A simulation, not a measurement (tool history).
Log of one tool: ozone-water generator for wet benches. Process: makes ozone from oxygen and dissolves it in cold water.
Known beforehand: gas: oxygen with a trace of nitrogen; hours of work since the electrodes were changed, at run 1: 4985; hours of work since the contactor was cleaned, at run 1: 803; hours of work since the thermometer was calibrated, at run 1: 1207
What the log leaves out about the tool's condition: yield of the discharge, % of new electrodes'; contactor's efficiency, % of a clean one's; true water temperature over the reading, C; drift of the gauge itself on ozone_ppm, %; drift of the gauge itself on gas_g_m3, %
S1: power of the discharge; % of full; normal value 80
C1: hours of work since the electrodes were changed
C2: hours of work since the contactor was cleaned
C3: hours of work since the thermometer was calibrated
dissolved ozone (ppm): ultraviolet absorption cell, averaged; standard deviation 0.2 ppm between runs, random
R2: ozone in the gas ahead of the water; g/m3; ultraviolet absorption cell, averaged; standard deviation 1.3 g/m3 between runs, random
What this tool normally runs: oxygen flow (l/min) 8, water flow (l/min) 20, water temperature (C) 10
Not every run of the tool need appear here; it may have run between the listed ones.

Run 1, hour 0: usual settings; C1 4985; C2 803; C3 1207. Result: dissolved ozone (ppm) 27.9, R2 236.3 g/m3.
Run 2, hour 105.1: usual settings; C1 5085; C2 903; C3 1307. Result: dissolved ozone (ppm) 27.9, R2 239.5 g/m3.
Run 3, hour 257.5: usual settings; C1 5231; C2 1049; C3 1452. Result: dissolved ozone (ppm) 27.7, R2 238.4 g/m3.
Run 4, hour 344.1: usual settings; C1 5313; C2 1131; C3 1535. Result: dissolved ozone (ppm) 27.6, R2 238.2 g/m3.
Run 5, hour 499.2: usual settings but S1 69 % of full; C1 5461; C2 1279; C3 1683. Result: dissolved ozone (ppm) 25.5, R2 217.4 g/m3.
Run 6, hour 626.4: usual settings but oxygen flow (l/min) 6.08; C1 5583; C2 1401; C3 1804. Result: dissolved ozone (ppm) 29.1, R2 285.3 g/m3.
Run 7, hour 729: usual settings but oxygen flow (l/min) 6.08; C1 5681; C2 1499; C3 1902. Result: dissolved ozone (ppm) 28.7, R2 286.5 g/m3.
Run 8, hour 870.8: usual settings but oxygen flow (l/min) 6.08; C1 5816; C2 1634; C3 2038. Result: dissolved ozone (ppm) 28.6, R2 285.6 g/m3.
Run 9, hour 998.2: usual settings; C1 5937; C2 1755; C3 2159. Result: dissolved ozone (ppm) 28, R2 237.1 g/m3.
Run 10, hour 1104.7: usual settings but water temperature (C) 9; C1 6039; C2 1857; C3 2261. Result: dissolved ozone (ppm) 28.3, R2 236.8 g/m3.
Run 11, hour 1222.5: usual settings; C1 6152; C2 1969; C3 2373. Result: dissolved ozone (ppm) 27.6, R2 236 g/m3.
Run 12, hour 1324.3: usual settings; C1 6249; C2 2067; C3 2470. Result: dissolved ozone (ppm) 27.7, R2 238.1 g/m3.
Run 13, hour 1429.7: usual settings; C1 6349; C2 2167; C3 2571. Result: dissolved ozone (ppm) 27.7, R2 238.2 g/m3.
Run 14, hour 1569.2: usual settings; C1 6482; C2 2300; C3 2704. Result: dissolved ozone (ppm) 27.9, R2 236.8 g/m3.
Run 15, hour 1681: usual settings; C1 6589; C2 2407; C3 2811. Result: dissolved ozone (ppm) 28, R2 236.4 g/m3.
Run 16, hour 1771.6: usual settings; C1 6675; C2 2493; C3 2897. Result: dissolved ozone (ppm) 27.8, R2 239.3 g/m3.
Run 17, hour 1848.4: usual settings but water flow (l/min) 21; C1 6749; C2 2566; C3 2970. Result: dissolved ozone (ppm) 26.6, R2 237.2 g/m3.
Run 18, hour 1926.9: usual settings but water flow (l/min) 21; C1 6823; C2 2641; C3 3045. Result: dissolved ozone (ppm) 26.6, R2 237.5 g/m3.
Run 19, hour 2003.3: usual settings but water flow (l/min) 21; C1 6896; C2 2714; C3 3118. Result: dissolved ozone (ppm) 26.6, R2 237 g/m3.
At hour 2034.5: water thermometer calibrated.
Run 20, hour 2148.2: usual settings but oxygen flow (l/min) 8.1; C1 7034; C2 2852; C3 108. Result: dissolved ozone (ppm) 27.3, R2 232.5 g/m3.
Run 21, hour 2288.4: usual settings but S1 55 % of full, water temperature (C) 5; C1 7168; C2 2986; C3 242. Result: dissolved ozone (ppm) 23.5, R2 185.9 g/m3.
Run 22, hour 2435.1: usual settings but S1 55 % of full, oxygen flow (l/min) 6.32, water flow (l/min) 17, water temperature (C) 5; C1 7308; C2 3126; C3 382. Result: dissolved ozone (ppm) 27.8, R2 214.2 g/m3.
Run 23, hour 2554.8: usual settings but S1 55 % of full, oxygen flow (l/min) 6.32, water flow (l/min) 17, water temperature (C) 5; C1 7422; C2 3240; C3 496. Result: dissolved ozone (ppm) 27.4, R2 216 g/m3.
Run 24, hour 2673.2: usual settings but S1 55 % of full, oxygen flow (l/min) 6.32, water flow (l/min) 17, water temperature (C) 5; C1 7535; C2 3353; C3 609. Result: dissolved ozone (ppm) 27.6, R2 219.2 g/m3.
Run 25, hour 2756.1: usual settings but S1 63 % of full, water flow (l/min) 13; C1 7614; C2 3432; C3 688. Result: dissolved ozone (ppm) 33.7, R2 203.4 g/m3.
Run 26, hour 2831.5: usual settings but S1 63 % of full, water flow (l/min) 13; C1 7686; C2 3504; C3 760. Result: dissolved ozone (ppm) 33.5, R2 204.9 g/m3.
Run 27, hour 2974.1: usual settings but S1 64 % of full, oxygen flow (l/min) 13.33; C1 7822; C2 3640; C3 896. Result: dissolved ozone (ppm) 21.8, R2 146.5 g/m3.
Run 28, hour 3058.7: usual settings but S1 64 % of full, oxygen flow (l/min) 13.33; C1 7903; C2 3721; C3 977. Result: dissolved ozone (ppm) 21.8, R2 148.4 g/m3.
Run 29, hour 3153.8: usual settings but S1 77 % of full; C1 7994; C2 3811; C3 1068. Result: dissolved ozone (ppm) 27.1, R2 231.9 g/m3.
Run 30, hour 3311.1: usual settings but S1 97 % of full; C1 8144; C2 3962; C3 1218. Result: dissolved ozone (ppm) 31.5, R2 272.7 g/m3.
Run 31, hour 3434.2: usual settings but S1 97 % of full; C1 8261; C2 4079; C3 1335. Result: dissolved ozone (ppm) 31.7, R2 269.3 g/m3.
Run 32, hour 3583.8: usual settings but S1 97 % of full; C1 8404; C2 4222; C3 1478. Result: dissolved ozone (ppm) 31.5, R2 269.7 g/m3.
Run 33, hour 3660.7: usual settings but S1 53 % of full, water flow (l/min) 13, water temperature (C) 9; C1 8477; C2 4295; C3 1551. Result: dissolved ozone (ppm) 30.3, R2 181.3 g/m3.
Run 34, hour 3750.9: usual settings but oxygen flow (l/min) 14.09; C1 8563; C2 4381; C3 1638. Result: dissolved ozone (ppm) 24.6, R2 165.9 g/m3.

What if the next run were any one of these 3? Each begins from the tool's condition after run 34:
At hour 3865: contactor cleaned.
Run A, hour 3900.2: usual settings but water flow (l/min) 17; C1 8702; C2 34; C3 1776. Result: dissolved ozone (ppm) ?, R2 ?.
At hour 3865: contactor cleaned.
Run B, hour 3900.2: usual settings but S1 58 % of full, water temperature (C) 9; C1 8702; C2 34; C3 1776. Result: dissolved ozone (ppm) ?, R2 ?.
At hour 3865: contactor cleaned.
Run C, hour 3900.2: usual settings but oxygen flow (l/min) 13.99; C1 8702; C2 34; C3 1776. Result: dissolved ozone (ppm) ?, R2 ?.

run  dissolved ozone (ppm)     R2
  A                   32.1  237.3
  B                   23.3  191.1
  C                   24.9  166.2
What these runs would have given with no unlogged condition in the tool:
run  dissolved ozone (ppm)     R2
  A                   32.2  237.9
  B                   23.4  191.5
  C                   24.9  166.6

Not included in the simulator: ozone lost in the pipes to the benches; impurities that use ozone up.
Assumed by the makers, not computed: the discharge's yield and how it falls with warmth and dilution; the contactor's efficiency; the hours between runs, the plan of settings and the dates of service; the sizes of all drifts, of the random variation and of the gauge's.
